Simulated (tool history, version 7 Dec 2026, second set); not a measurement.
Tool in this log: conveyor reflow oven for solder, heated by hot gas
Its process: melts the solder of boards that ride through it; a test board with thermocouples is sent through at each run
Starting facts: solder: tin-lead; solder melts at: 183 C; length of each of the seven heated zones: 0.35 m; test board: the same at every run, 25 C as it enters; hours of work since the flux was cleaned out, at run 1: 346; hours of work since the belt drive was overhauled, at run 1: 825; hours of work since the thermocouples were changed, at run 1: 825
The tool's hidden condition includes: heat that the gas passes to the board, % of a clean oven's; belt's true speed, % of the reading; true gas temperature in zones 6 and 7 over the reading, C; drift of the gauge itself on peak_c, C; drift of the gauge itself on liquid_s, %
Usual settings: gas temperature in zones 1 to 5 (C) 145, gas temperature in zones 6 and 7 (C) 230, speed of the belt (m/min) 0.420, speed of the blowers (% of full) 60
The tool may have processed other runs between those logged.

| run | hour | gas temperature in zones 1 to 5 (C) | gas temperature in zones 6 and 7 (C) | speed of the belt (m/min) | speed of the blowers (% of full) | hours of work since the flux was cleaned out | hours of work since the belt drive was overhauled | hours of work since the thermocouples were changed | highest temperature of the board (C) | time above the solder's melting point (s) |
|---|---|---|---|---|---|---|---|---|---|---|
| 1 | 0.0 | 145 | 230 | 0.420 | 60 | 346 | 825 | 825 | 215.8 | 79.7 |
| 2 | 43.7 | 145 | 230 | 0.420 | 60 | 367 | 846 | 846 | 216.1 | 80.4 |
| 3 | 127.5 | 147 | 230 | 0.420 | 60 | 407 | 886 | 886 | 216.9 | 80.0 |
| 4 | 218.5 | 145 | 230 | 0.420 | 60 | 451 | 930 | 930 | 215.6 | 79.1 |
|  | 257.3 | flux residue cleaned out of gas plates and filters |
| 5 | 273.0 | 145 | 230 | 0.420 | 60 | 8 | 954 | 954 | 216.6 | 80.0 |
| 6 | 357.9 | 145 | 230 | 0.420 | 60 | 48 | 995 | 995 | 216.9 | 80.5 |
| 7 | 425.6 | 145 | 230 | 0.420 | 60 | 81 | 1027 | 1027 | 217.1 | 79.9 |
| 8 | 518.5 | 145 | 230 | 0.420 | 73 | 125 | 1072 | 1072 | 218.7 | 82.9 |
| 9 | 572.9 | 153 | 219 | 0.482 | 82 | 152 | 1098 | 1098 | 207.5 | 64.9 |
| 10 | 635.3 | 139 | 219 | 0.420 | 71 | 181 | 1128 | 1128 | 208.0 | 68.6 |
| 11 | 720.8 | 145 | 219 | 0.435 | 73 | 222 | 1169 | 1169 | 207.9 | 68.4 |
| 12 | 774.0 | 152 | 239 | 0.420 | 66 | 248 | 1194 | 1194 | 225.9 | 91.4 |
| 13 | 820.5 | 152 | 241 | 0.440 | 68 | 270 | 1217 | 1217 | 226.3 | 88.0 |

Each row is a separate what-if for the run after 13, all from the same tool condition, not one after another. Results?
| A | 859.9 | 152 | 241 | 0.421 | 68 | 289 | 1236 | 1236 | ? | ? |
| B | 859.9 | 145 | 219 | 0.420 | 60 | 289 | 1236 | 1236 | ? | ? |
| C | 859.9 | 149 | 220 | 0.434 | 68 | 289 | 1236 | 1236 | ? | ? |

| run | highest temperature of the board (C) | time above the solder's melting point (s) |
|---|---|---|
| A | 228.1 | 93.2 |
| B | 205.7 | 67.8 |
| C | 208.0 | 71.0 |
Without the tool's hidden state the same runs would have given:
| run | highest temperature of the board (C) | time above the solder's melting point (s) |
|---|---|---|
| A | 231.4 | 93.8 |
| B | 208.8 | 71.0 |
| C | 211.2 | 73.7 |
